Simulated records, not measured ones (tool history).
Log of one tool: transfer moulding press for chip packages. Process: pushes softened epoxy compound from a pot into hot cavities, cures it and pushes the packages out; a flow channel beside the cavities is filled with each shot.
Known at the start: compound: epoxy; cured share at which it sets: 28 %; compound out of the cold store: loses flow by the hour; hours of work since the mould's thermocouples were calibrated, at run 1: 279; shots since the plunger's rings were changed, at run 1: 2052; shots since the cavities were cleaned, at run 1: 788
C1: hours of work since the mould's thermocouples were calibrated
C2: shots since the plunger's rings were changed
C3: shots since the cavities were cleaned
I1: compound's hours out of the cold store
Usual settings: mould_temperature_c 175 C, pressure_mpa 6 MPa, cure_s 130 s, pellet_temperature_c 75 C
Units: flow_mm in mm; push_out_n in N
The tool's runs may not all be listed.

{"run": 1, "hour": 0.0, "mould_temperature_c": 175, "pressure_mpa": 6, "cure_s": 130, "pellet_temperature_c": 75, "C1": 279, "C2": 2052, "C3": 788, "I1": 13.6, "flow_mm": 973, "push_out_n": 1028}
{"run": 2, "hour": 10.3, "mould_temperature_c": 175, "pressure_mpa": 6, "cure_s": 130, "pellet_temperature_c": 75, "C1": 284, "C2": 2130, "C3": 866, "I1": 37.3, "flow_mm": 838, "push_out_n": 977}
{"run": 3, "hour": 22.7, "mould_temperature_c": 175, "pressure_mpa": 6, "cure_s": 130, "pellet_temperature_c": 75, "C1": 291, "C2": 2224, "C3": 960, "I1": 13.6, "flow_mm": 962, "push_out_n": 1102}
{"run": 4, "hour": 29.5, "mould_temperature_c": 175, "pressure_mpa": 6, "cure_s": 130, "pellet_temperature_c": 75, "C1": 294, "C2": 2276, "C3": 1012, "I1": 43.7, "flow_mm": 803, "push_out_n": 1028}
{"hour": 32.1, "done": "cavities cleaned with cleaning compound and waxed"}
{"run": 5, "hour": 41.8, "mould_temperature_c": 175, "pressure_mpa": 6, "cure_s": 130, "pellet_temperature_c": 75, "C1": 300, "C2": 2358, "C3": 74, "I1": 46.7, "flow_mm": 785, "push_out_n": 1086}
{"run": 6, "hour": 52.8, "mould_temperature_c": 175, "pressure_mpa": 6, "cure_s": 130, "pellet_temperature_c": 75, "C1": 305, "C2": 2441, "C3": 157, "I1": 25.1, "flow_mm": 904, "push_out_n": 1169}
{"run": 7, "hour": 65.3, "mould_temperature_c": 175, "pressure_mpa": 6, "cure_s": 130, "pellet_temperature_c": 75, "C1": 312, "C2": 2536, "C3": 252, "I1": 13.2, "flow_mm": 978, "push_out_n": 1250}
{"run": 8, "hour": 76.7, "mould_temperature_c": 179, "pressure_mpa": 6, "cure_s": 130, "pellet_temperature_c": 75, "C1": 318, "C2": 2623, "C3": 339, "I1": 18.4, "flow_mm": 925, "push_out_n": 1041}
{"run": 9, "hour": 82.8, "mould_temperature_c": 175, "pressure_mpa": 6, "cure_s": 112, "pellet_temperature_c": 75, "C1": 321, "C2": 2670, "C3": 386, "I1": 17.1, "flow_mm": 948, "push_out_n": 1539}
{"run": 10, "hour": 95.7, "mould_temperature_c": 175, "pressure_mpa": 6, "cure_s": 112, "pellet_temperature_c": 75, "C1": 328, "C2": 2768, "C3": 484, "I1": 35.3, "flow_mm": 849, "push_out_n": 1444}
{"hour": 103.8, "done": "cavities cleaned with cleaning compound and waxed, once more"}
{"run": 11, "hour": 104.2, "mould_temperature_c": 175, "pressure_mpa": 6, "cure_s": 112, "pellet_temperature_c": 75, "C1": 332, "C2": 2820, "C3": 2, "I1": 41.4, "flow_mm": 810, "push_out_n": 710}
{"run": 12, "hour": 115.3, "mould_temperature_c": 175, "pressure_mpa": 6, "cure_s": 130, "pellet_temperature_c": 69, "C1": 337, "C2": 2905, "C3": 87, "I1": 13.5, "flow_mm": 968, "push_out_n": 649}
{"run": 13, "hour": 122.9, "mould_temperature_c": 175, "pressure_mpa": 6, "cure_s": 130, "pellet_temperature_c": 69, "C1": 341, "C2": 2963, "C3": 145, "I1": 14.9, "flow_mm": 954, "push_out_n": 713}
{"run": 14, "hour": 134.0, "mould_temperature_c": 175, "pressure_mpa": 4.8, "cure_s": 130, "pellet_temperature_c": 75, "C1": 347, "C2": 3047, "C3": 229, "I1": 46.6, "flow_mm": 692, "push_out_n": 727}
{"run": 15, "hour": 140.7, "mould_temperature_c": 175, "pressure_mpa": 5.08, "cure_s": 115, "pellet_temperature_c": 75, "C1": 351, "C2": 3098, "C3": 280, "I1": 11.2, "flow_mm": 903, "push_out_n": 1025}
{"run": 16, "hour": 149.0, "mould_temperature_c": 175, "pressure_mpa": 5.08, "cure_s": 115, "pellet_temperature_c": 75, "C1": 355, "C2": 3161, "C3": 343, "I1": 28.1, "flow_mm": 810, "push_out_n": 1008}
{"run": 17, "hour": 155.3, "mould_temperature_c": 170, "pressure_mpa": 6.14, "cure_s": 159, "pellet_temperature_c": 65, "C1": 358, "C2": 3209, "C3": 391, "I1": 24.8, "flow_mm": 917, "push_out_n": 875}
{"run": 18, "hour": 165.0, "mould_temperature_c": 170, "pressure_mpa": 7.42, "cure_s": 159, "pellet_temperature_c": 65, "C1": 363, "C2": 3283, "C3": 465, "I1": 43.9, "flow_mm": 904, "push_out_n": 825}
{"run": 19, "hour": 178.1, "mould_temperature_c": 170, "pressure_mpa": 7.42, "cure_s": 159, "pellet_temperature_c": 65, "C1": 370, "C2": 3383, "C3": 565, "I1": 27, "flow_mm": 1007, "push_out_n": 937}
{"run": 20, "hour": 185.3, "mould_temperature_c": 170, "pressure_mpa": 7.42, "cure_s": 159, "pellet_temperature_c": 65, "C1": 374, "C2": 3437, "C3": 619, "I1": 12, "flow_mm": 1104, "push_out_n": 993}
{"run": 21, "hour": 191.1, "mould_temperature_c": 172, "pressure_mpa": 7.44, "cure_s": 130, "pellet_temperature_c": 71, "C1": 377, "C2": 3481, "C3": 663, "I1": 10.7, "flow_mm": 1096, "push_out_n": 1201}
{"run": 22, "hour": 197.5, "mould_temperature_c": 172, "pressure_mpa": 7.44, "cure_s": 130, "pellet_temperature_c": 71, "C1": 380, "C2": 3530, "C3": 712, "I1": 22.1, "flow_mm": 1024, "push_out_n": 1216}
{"run": 23, "hour": 205.6, "mould_temperature_c": 171, "pressure_mpa": 7.44, "cure_s": 130, "pellet_temperature_c": 82, "C1": 385, "C2": 3592, "C3": 774, "I1": 37.8, "flow_mm": 935, "push_out_n": 1204}
{"run": 24, "hour": 214.8, "mould_temperature_c": 176, "pressure_mpa": 4.78, "cure_s": 135, "pellet_temperature_c": 81, "C1": 389, "C2": 3661, "C3": 843, "I1": 14.8, "flow_mm": 833, "push_out_n": 993}
{"run": 25, "hour": 224.7, "mould_temperature_c": 178, "pressure_mpa": 6, "cure_s": 120, "pellet_temperature_c": 75, "C1": 395, "C2": 3737, "C3": 919, "I1": 42.4, "flow_mm": 783, "push_out_n": 1037}
{"run": 26, "hour": 236.7, "mould_temperature_c": 178, "pressure_mpa": 6, "cure_s": 120, "pellet_temperature_c": 75, "C1": 401, "C2": 3828, "C3": 1010, "I1": 22.6, "flow_mm": 887, "push_out_n": 1079}
{"hour": 238.9, "done": "cavities cleaned with cleaning compound and waxed"}
{"run": 27, "hour": 250.4, "mould_temperature_c": 178, "pressure_mpa": 6, "cure_s": 127, "pellet_temperature_c": 75, "C1": 407, "C2": 3920, "C3": 87, "I1": 40.2, "flow_mm": 796, "push_out_n": 598}
{"run": 28, "hour": 257.5, "mould_temperature_c": 178, "pressure_mpa": 6, "cure_s": 127, "pellet_temperature_c": 75, "C1": 411, "C2": 3975, "C3": 142, "I1": 35.4, "flow_mm": 813, "push_out_n": 632}

Forecast each of these 5 alternatives for the next run:
{"run": "A", "hour": 270.8, "mould_temperature_c": 172, "pressure_mpa": 6, "cure_s": 127, "pellet_temperature_c": 75, "C1": 418, "C2": 4076, "C3": 243, "I1": 38.2, "flow_mm": "?", "push_out_n": "?"}
{"run": "B", "hour": 270.8, "mould_temperature_c": 178, "pressure_mpa": 6, "cure_s": 127, "pellet_temperature_c": 66, "C1": 418, "C2": 4076, "C3": 243, "I1": 27.6, "flow_mm": "?", "push_out_n": "?"}
{"run": "C", "hour": 270.8, "mould_temperature_c": 171, "pressure_mpa": 4.54, "cure_s": 120, "pellet_temperature_c": 75, "C1": 418, "C2": 4076, "C3": 243, "I1": 31.1, "flow_mm": "?", "push_out_n": "?"}
{"run": "D", "hour": 270.8, "mould_temperature_c": 175, "pressure_mpa": 5.15, "cure_s": 132, "pellet_temperature_c": 75, "C1": 418, "C2": 4076, "C3": 243, "I1": 24.1, "flow_mm": "?", "push_out_n": "?"}
{"run": "E", "hour": 270.8, "mould_temperature_c": 180, "pressure_mpa": 5.68, "cure_s": 155, "pellet_temperature_c": 75, "C1": 418, "C2": 4076, "C3": 243, "I1": 28.4, "flow_mm": "?", "push_out_n": "?"}

run=A flow_mm=819 push_out_n=906
run=B flow_mm=852 push_out_n=732
run=C flow_mm=749 push_out_n=1151
run=D flow_mm=836 push_out_n=773
run=E flow_mm=825 push_out_n=650
Without the tool's hidden state the same runs would have given:
run=A flow_mm=866 push_out_n=611
run=B flow_mm=901 push_out_n=507
run=C flow_mm=792 push_out_n=768
run=D flow_mm=883 push_out_n=529
run=E flow_mm=872 push_out_n=461
